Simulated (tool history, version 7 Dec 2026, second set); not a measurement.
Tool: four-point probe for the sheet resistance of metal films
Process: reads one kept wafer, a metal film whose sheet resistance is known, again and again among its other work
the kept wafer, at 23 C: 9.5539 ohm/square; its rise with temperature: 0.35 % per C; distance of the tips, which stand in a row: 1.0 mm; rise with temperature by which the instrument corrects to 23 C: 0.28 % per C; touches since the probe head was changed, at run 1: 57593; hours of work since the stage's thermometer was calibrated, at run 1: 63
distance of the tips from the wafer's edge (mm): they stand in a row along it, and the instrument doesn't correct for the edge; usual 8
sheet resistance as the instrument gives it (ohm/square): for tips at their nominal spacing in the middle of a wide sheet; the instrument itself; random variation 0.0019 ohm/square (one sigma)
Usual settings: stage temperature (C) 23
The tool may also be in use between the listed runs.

run   hour  stage temperature (C)  distance of the tips from the wafer's edge (mm)  touches since the probe head was changed  hours of work since the stage's thermometer was calibrated  sheet resistance as the instrument gives it (ohm/square)
  1      0                     23                                                8                                     57593                                                          63                                                  9.520386
  2   13.5                     20                                                8                                     57997                                                          69                                                   9.49696
  3   26.4                     19                                                8                                     58380                                                          75                                                  9.494465
  4   44.9                     19                                                8                                     58935                                                          84                                                   9.48823
  5   55.6                     19                                                8                                     59253                                                          88                                                  9.490096
  6   75.5                     23                                                8                                     59847                                                          98                                                  9.514221
  7   90.3                     23                                                8                                     60288                                                         105                                                  9.515281
  8  100.1                     23                                                8                                     60583                                                         109                                                   9.51077
  9  121.7                     23                                                8                                     61226                                                         119                                                  9.516741
 10  139.9                     23                                                8                                     61769                                                         127                                                  9.512618
 11  156.9                     23                                                8                                     62278                                                         135                                                  9.510242
 12  173.6                     23                                                8                                     62777                                                         143                                                  9.508855
 13  190.9                     20                                                7                                     63291                                                         151                                                  9.515054
 14  208.8                     20                                                7                                     63828                                                         159                                                  9.513622
     211.1  -- stage's thermometer calibrated
 15  221.8                     32                                               34                                     64200                                                           5                                                  9.493754
 16  236.5                     34                                                4                                     64637                                                          12                                                  9.808971
 17  254.6                     21                                               54                                     65180                                                          20                                                  9.415426
 18  267.5                     21                                               54                                     65564                                                          26                                                   9.41393
 19  281.6                     31                                               25                                     65983                                                          33                                                  9.484084
 20  300.5                     21                                                4                                     66549                                                          41                                                  9.718485
 21    314                     21                                                4                                     66953                                                          48                                                   9.71729

Measured less the same run without the tool's hidden state. The same run-to-run variation is in both; the gauge's scatter may not be:
The hidden state here: inner tips' distance over the nominal, %; tips' flats over new ones', %; wafer's true temperature over the reading, C; drift of the gauge itself on sheet_ohm, %.
run  sheet resistance as the instrument gives it (ohm/square)
  1                                                 -0.116015
  2                                                 -0.116285
  3                                                 -0.116873
  4                                                 -0.117653
  5                                                 -0.118158
  6                                                 -0.119251
  7                                                 -0.119899
  8                                                 -0.120215
  9                                                 -0.121235
 10                                                 -0.122051
 11                                                 -0.122751
 12                                                 -0.123527
 13                                                 -0.124399
 14                                                 -0.125214
 15                                                 -0.126233
 16                                                  -0.13073
 17                                                 -0.126712
 18                                                 -0.127245
 19                                                 -0.128685
 20                                                 -0.132565
 21                                                 -0.133184
